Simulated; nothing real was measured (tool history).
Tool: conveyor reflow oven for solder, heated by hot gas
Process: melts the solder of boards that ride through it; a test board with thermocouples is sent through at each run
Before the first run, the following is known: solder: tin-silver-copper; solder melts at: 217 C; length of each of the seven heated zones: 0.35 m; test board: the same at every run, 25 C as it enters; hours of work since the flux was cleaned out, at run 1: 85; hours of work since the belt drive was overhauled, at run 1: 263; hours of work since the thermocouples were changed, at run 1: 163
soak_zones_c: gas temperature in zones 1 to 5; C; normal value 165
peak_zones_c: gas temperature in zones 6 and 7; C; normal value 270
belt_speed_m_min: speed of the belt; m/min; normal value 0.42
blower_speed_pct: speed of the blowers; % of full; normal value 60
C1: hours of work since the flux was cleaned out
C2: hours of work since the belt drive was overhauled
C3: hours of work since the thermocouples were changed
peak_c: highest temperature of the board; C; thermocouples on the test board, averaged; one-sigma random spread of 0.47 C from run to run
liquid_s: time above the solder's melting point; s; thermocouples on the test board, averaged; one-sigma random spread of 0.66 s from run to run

run 1 day=0 | soak_zones_c=165 peak_zones_c=270 belt_speed_m_min=0.42 blower_speed_pct=60 | C1=85 C2=263 C3=163 | peak_c=251.9 liquid_s=71.6
run 2 day=0.65 | soak_zones_c=165 peak_zones_c=270 belt_speed_m_min=0.42 blower_speed_pct=60 | C1=92 C2=270 C3=171 | peak_c=252.1 liquid_s=69.3
run 3 day=1.35 | soak_zones_c=165 peak_zones_c=270 belt_speed_m_min=0.42 blower_speed_pct=60 | C1=101 C2=279 C3=179 | peak_c=252.5 liquid_s=70.9
run 4 day=2.138 | soak_zones_c=165 peak_zones_c=270 belt_speed_m_min=0.42 blower_speed_pct=60 | C1=110 C2=288 C3=188 | peak_c=251.7 liquid_s=70.9
run 5 day=2.842 | soak_zones_c=165 peak_zones_c=281 belt_speed_m_min=0.42 blower_speed_pct=60 | C1=119 C2=296 C3=197 | peak_c=261.4 liquid_s=77.5
run 6 day=3.229 | soak_zones_c=165 peak_zones_c=281 belt_speed_m_min=0.42 blower_speed_pct=60 | C1=123 C2=301 C3=201 | peak_c=261.5 liquid_s=78.7
run 7 day=3.908 | soak_zones_c=165 peak_zones_c=281 belt_speed_m_min=0.42 blower_speed_pct=60 | C1=131 C2=309 C3=209 | peak_c=261.7 liquid_s=78.3
run 8 day=4.288 | soak_zones_c=165 peak_zones_c=270 belt_speed_m_min=0.468 blower_speed_pct=60 | C1=136 C2=314 C3=214 | peak_c=247.7 liquid_s=56.8
run 9 day=5.183 | soak_zones_c=165 peak_zones_c=270 belt_speed_m_min=0.468 blower_speed_pct=60 | C1=147 C2=324 C3=225 | peak_c=246.9 liquid_s=58.5
run 10 day=5.779 | soak_zones_c=165 peak_zones_c=270 belt_speed_m_min=0.468 blower_speed_pct=60 | C1=154 C2=332 C3=232 | peak_c=247.8 liquid_s=57.7
run 11 day=6.483 | soak_zones_c=156 peak_zones_c=277 belt_speed_m_min=0.413 blower_speed_pct=55 | C1=162 C2=340 C3=240 | peak_c=255.3 liquid_s=70.7
run 12 day=7.275 | soak_zones_c=168 peak_zones_c=275 belt_speed_m_min=0.42 blower_speed_pct=60 | C1=172 C2=349 C3=250 | peak_c=256.8 liquid_s=74.9
run 13 day=7.904 | soak_zones_c=168 peak_zones_c=275 belt_speed_m_min=0.42 blower_speed_pct=60 | C1=179 C2=357 C3=257 | peak_c=256.8 liquid_s=74.9
run 14 day=8.796 | soak_zones_c=153 peak_zones_c=275 belt_speed_m_min=0.474 blower_speed_pct=60 | C1=190 C2=368 C3=268 | peak_c=246.9 liquid_s=53.5
run 15 day=9.371 | soak_zones_c=157 peak_zones_c=273 belt_speed_m_min=0.42 blower_speed_pct=65 | C1=197 C2=374 C3=275 | peak_c=253.4 liquid_s=67.1
run 16 day=9.979 | soak_zones_c=168 peak_zones_c=270 belt_speed_m_min=0.42 blower_speed_pct=60 | C1=204 C2=382 C3=282 | peak_c=252.4 liquid_s=71.5
run 17 day=10.654 | soak_zones_c=165 peak_zones_c=274 belt_speed_m_min=0.42 blower_speed_pct=65 | C1=212 C2=390 C3=290 | peak_c=255.3 liquid_s=74.1
run 18 day=11.388 | soak_zones_c=165 peak_zones_c=282 belt_speed_m_min=0.486 blower_speed_pct=60 | C1=221 C2=398 C3=299 | peak_c=255.1 liquid_s=62.3
run 19 day=12.275 | soak_zones_c=165 peak_zones_c=282 belt_speed_m_min=0.486 blower_speed_pct=60 | C1=231 C2=409 C3=309 | peak_c=255.4 liquid_s=60.4

Here are 3 independent what-if runs from the current tool condition. What would each one return?
run A day=13.038 | soak_zones_c=165 peak_zones_c=281 belt_speed_m_min=0.42 blower_speed_pct=60 | C1=240 C2=418 C3=318 | peak_c=? liquid_s=?
run B day=13.038 | soak_zones_c=156 peak_zones_c=282 belt_speed_m_min=0.408 blower_speed_pct=68 | C1=240 C2=418 C3=318 | peak_c=? liquid_s=?
run C day=13.038 | soak_zones_c=176 peak_zones_c=282 belt_speed_m_min=0.486 blower_speed_pct=76 | C1=240 C2=418 C3=318 | peak_c=? liquid_s=?

run=A peak_c=260.1 liquid_s=77.9
run=B peak_c=262.8 liquid_s=79.8
run=C peak_c=260.6 liquid_s=71.3
Stripped of hidden state, with their random variation kept, the same runs would have yielded:
run=A peak_c=261.8 liquid_s=78.9
run=B peak_c=264.6 liquid_s=80.9
run=C peak_c=262.6 liquid_s=72.3
